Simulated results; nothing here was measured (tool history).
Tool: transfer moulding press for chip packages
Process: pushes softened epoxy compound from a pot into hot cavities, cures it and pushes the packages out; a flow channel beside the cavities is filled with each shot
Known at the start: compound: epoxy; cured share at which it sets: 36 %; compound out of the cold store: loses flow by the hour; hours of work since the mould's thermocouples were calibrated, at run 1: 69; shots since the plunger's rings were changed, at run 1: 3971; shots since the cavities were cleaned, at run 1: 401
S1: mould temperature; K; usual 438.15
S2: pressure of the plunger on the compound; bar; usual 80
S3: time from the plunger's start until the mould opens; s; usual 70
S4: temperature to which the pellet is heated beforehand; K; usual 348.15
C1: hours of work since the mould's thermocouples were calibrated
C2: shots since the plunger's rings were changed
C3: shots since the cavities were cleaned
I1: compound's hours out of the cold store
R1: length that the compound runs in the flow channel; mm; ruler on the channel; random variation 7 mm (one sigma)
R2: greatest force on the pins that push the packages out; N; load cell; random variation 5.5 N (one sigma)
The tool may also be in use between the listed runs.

run   hour      S1    S2  S3      S4   C1    C2    C3    I1   R1   R2
  1      0  438.15    80  70  348.15   69  3971   401  44.7  712  277
  2    9.7  438.15    80  70  341.15   76  4144   574  25.1  753  299
  3   15.2  438.15    80  70  341.15   79  4241   671    32  737  290
  4   24.4  438.15    80  69  348.15   85  4404   834  46.1  716  307
  5   35.4  438.15    80  69  348.15   93  4599  1029  19.5  762  340
  6   41.4  438.15    80  69  348.15   97  4706  1136  14.6  778  345
      44.7  -- cavities cleaned with cleaning compound and waxed
  7   52.1  433.15    80  69  348.15  103  4869   131  32.9  760  292
  8   61.7  433.15    80  69  348.15  109  5040   302  18.4  780  354
  9   67.2  438.15    80  69  348.15  113  5138   400  40.5  713  266
 10   72.5  438.15    80  69  348.15  116  5231   493  34.5  739  282
 11   83.3  438.15    80  69  339.15  123  5425   687  15.2  764  307
 12   93.8  438.15  66.8  70  348.15  130  5610   872  11.6  699  319
 13  101.1  438.15  66.8  70  348.15  135  5740  1002  11.4  704  330
     111.4  -- cavities cleaned with cleaning compound and waxed
 14  113.5  438.15  66.8  70  348.15  142  5934    37  14.8  707  192
 15  122.4  445.15  66.8  70  348.15  148  6092   195  32.8  643  209
 16  130.7  436.15  65.8  55  348.15  153  6239   342    26  676  452
 17  137.9  438.15  68.9  70  348.15  158  6367   470  39.2  668  264
 18  142.4  430.15  91.1  60  351.15  161  6447   550  25.2  826  647

Run 19 comes next. What will it give?
     152.6  -- plunger's sealing rings changed
 19  155.1  430.15  83.9  92  351.15  168  45  732  31.7   ?   ?

{"run 19": {"R1": 825, "R2": 300}}
Without the tool's hidden state the same run would have given R1 824 mm, R2 186 N.

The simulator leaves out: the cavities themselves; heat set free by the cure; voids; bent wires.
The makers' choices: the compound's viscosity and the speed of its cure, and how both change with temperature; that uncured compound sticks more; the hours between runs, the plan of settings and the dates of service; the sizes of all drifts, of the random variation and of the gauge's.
